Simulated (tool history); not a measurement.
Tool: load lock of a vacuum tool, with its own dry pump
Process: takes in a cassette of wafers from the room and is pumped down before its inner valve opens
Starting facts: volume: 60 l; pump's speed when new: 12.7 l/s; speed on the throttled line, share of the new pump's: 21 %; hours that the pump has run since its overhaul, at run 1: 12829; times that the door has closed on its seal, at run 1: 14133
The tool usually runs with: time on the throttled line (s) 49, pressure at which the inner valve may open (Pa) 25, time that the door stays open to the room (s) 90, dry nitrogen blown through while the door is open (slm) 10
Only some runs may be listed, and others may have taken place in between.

| run | hour | time on the throttled line (s) | pressure at which the inner valve may open (Pa) | time that the door stays open to the room (s) | dry nitrogen blown through while the door is open (slm) | hours that the pump has run since its overhaul | times that the door has closed on its seal | incoming humidity of the room's air, % | time from the closed door until the inner valve may open (s) | rise of the pressure with all valves shut (Pa/min) |
|---|---|---|---|---|---|---|---|---|---|---|
| 1 | 0 | 49 | 25 | 90 | 10 | 12829 | 14133 | 45.2 | 78.1 | 0.041 |
| 2 | 237.8 | 49 | 25 | 90 | 10 | 13067 | 14465 | 46.1 | 77.7 | 0.048 |
|  | 567.9 | dry pump taken out, an overhauled one fitted |
| 3 | 688.5 | 49 | 25 | 90 | 10 | 121 | 15086 | 43.8 | 78.2 | 0.04 |
| 4 | 943.6 | 49 | 38 | 90 | 10 | 376 | 15442 | 46.4 | 75.9 | 0.04 |
| 5 | 1200.4 | 49 | 35 | 90 | 10 | 632 | 15800 | 43.6 | 76.9 | 0.04 |
| 6 | 1458.5 | 49 | 35 | 90 | 10 | 891 | 16161 | 49 | 76.8 | 0.044 |
| 7 | 1909.2 | 49 | 35 | 90 | 10 | 1341 | 16790 | 46.3 | 76 | 0.04 |
| 8 | 2173.2 | 49 | 35 | 59 | 10 | 1605 | 17158 | 46.7 | 76.9 | 0.037 |
| 9 | 2503.4 | 49 | 35 | 59 | 10 | 1935 | 17619 | 47.8 | 76.4 | 0.031 |
| 10 | 2752.3 | 49 | 25 | 215 | 10 | 2184 | 17966 | 47.7 | 78.1 | 0.064 |
| 11 | 2983.4 | 49 | 25 | 215 | 10 | 2415 | 18289 | 47.2 | 77.5 | 0.054 |
| 12 | 3403.9 | 49 | 18 | 90 | 10 | 2836 | 18876 | 42.1 | 79.2 | 0.04 |
| 13 | 3836.5 | 77 | 18 | 90 | 10 | 3269 | 19480 | 47 | 101.6 | 0.041 |
| 14 | 4114.2 | 77 | 18 | 90 | 10 | 3546 | 19867 | 47.7 | 101.8 | 0.035 |
| 15 | 4494.6 | 49 | 25 | 90 | 10 | 3927 | 20398 | 46.3 | 78.1 | 0.044 |
| 16 | 4922.6 | 49 | 25 | 90 | 10 | 4355 | 20996 | 47 | 79 | 0.039 |
| 17 | 5341.9 | 41 | 25 | 90 | 10 | 4774 | 21581 | 43.3 | 71.3 | 0.036 |
| 18 | 5786.3 | 49 | 25 | 127 | 10 | 5218 | 22201 | 46.2 | 78.3 | 0.049 |
| 19 | 6004.4 | 49 | 25 | 127 | 10 | 5436 | 22506 | 48 | 78.5 | 0.053 |
| 20 | 6295.6 | 49 | 25 | 127 | 10 | 5728 | 22912 | 43.3 | 78.4 | 0.044 |
| 21 | 6507.7 | 49 | 25 | 49 | 5 | 5940 | 23208 | 44.7 | 78.5 | 0.036 |
| 22 | 6734.6 | 49 | 34 | 70 | 11 | 6167 | 23525 | 46.6 | 77 | 0.032 |
| 23 | 7138.9 | 49 | 34 | 70 | 11 | 6571 | 24089 | 41.3 | 76.4 | 0.028 |
| 24 | 7351.6 | 97 | 25 | 91 | 10 | 6784 | 24386 | 44.6 | 116.2 | 0.04 |
| 25 | 7691.1 | 97 | 25 | 91 | 10 | 7123 | 24860 | 43.3 | 115.5 | 0.039 |
| 26 | 8174 | 81 | 42 | 32 | 44 | 7606 | 25534 | 47.5 | 100.9 | 0.013 |
| 27 | 8575.6 | 81 | 42 | 32 | 44 | 8008 | 26095 | 47.9 | 101.3 | 0.014 |
| 28 | 8986.4 | 81 | 42 | 32 | 44 | 8418 | 26668 | 43.1 | 100.9 | 0.021 |
| 29 | 9346.6 | 29 | 25 | 90 | 10 | 8779 | 27171 | 46.4 | 62.7 | 0.046 |
| 30 | 9657.5 | 46 | 42 | 56 | 10 | 9090 | 27605 | 45.2 | 73.1 | 0.037 |
| 31 | 10057.7 | 46 | 42 | 56 | 10 | 9490 | 28163 | 45 | 73.3 | 0.033 |
| 32 | 10393.4 | 46 | 42 | 56 | 10 | 9825 | 28632 | 46.9 | 72.9 | 0.031 |
| 33 | 10757.4 | 49 | 30 | 235 | 35 | 10189 | 29140 | 44.8 | 77.6 | 0.04 |
| 34 | 11240.1 | 49 | 30 | 235 | 35 | 10672 | 29814 | 44.7 | 77.5 | 0.038 |
| 35 | 11598.9 | 43 | 30 | 240 | 20 | 11031 | 30315 | 42.6 | 72.7 | 0.046 |
| 36 | 11937 | 43 | 30 | 240 | 20 | 11369 | 30787 | 45.2 | 73 | 0.053 |
|  | 12095.8 | door's seal changed, seat wiped |
| 37 | 12162.9 | 43 | 30 | 240 | 20 | 11593 | 94 | 45 | 71.9 | 0.045 |

Here are 3 independent what-if runs from the current tool condition. What would each one return?
| A | 12386.1 | 35 | 30 | 91 | 12 | 11817 | 405 | 43.5 | ? | ? |
| B | 12386.1 | 49 | 25 | 90 | 11 | 11817 | 405 | 48.6 | ? | ? |
| C | 12386.1 | 43 | 50 | 188 | 27 | 11817 | 405 | 44.5 | ? | ? |

| run | time from the closed door until the inner valve may open (s) | rise of the pressure with all valves shut (Pa/min) |
|---|---|---|
| A | 66.6 | 0.036 |
| B | 77.9 | 0.035 |
| C | 69.9 | 0.031 |
Take away the tool's hidden state, keep each run's random variation, and the runs would have read:
| run | time from the closed door until the inner valve may open (s) | rise of the pressure with all valves shut (Pa/min) |
|---|---|---|
| A | 66.6 | 0.036 |
| B | 77.8 | 0.035 |
| C | 69.8 | 0.031 |
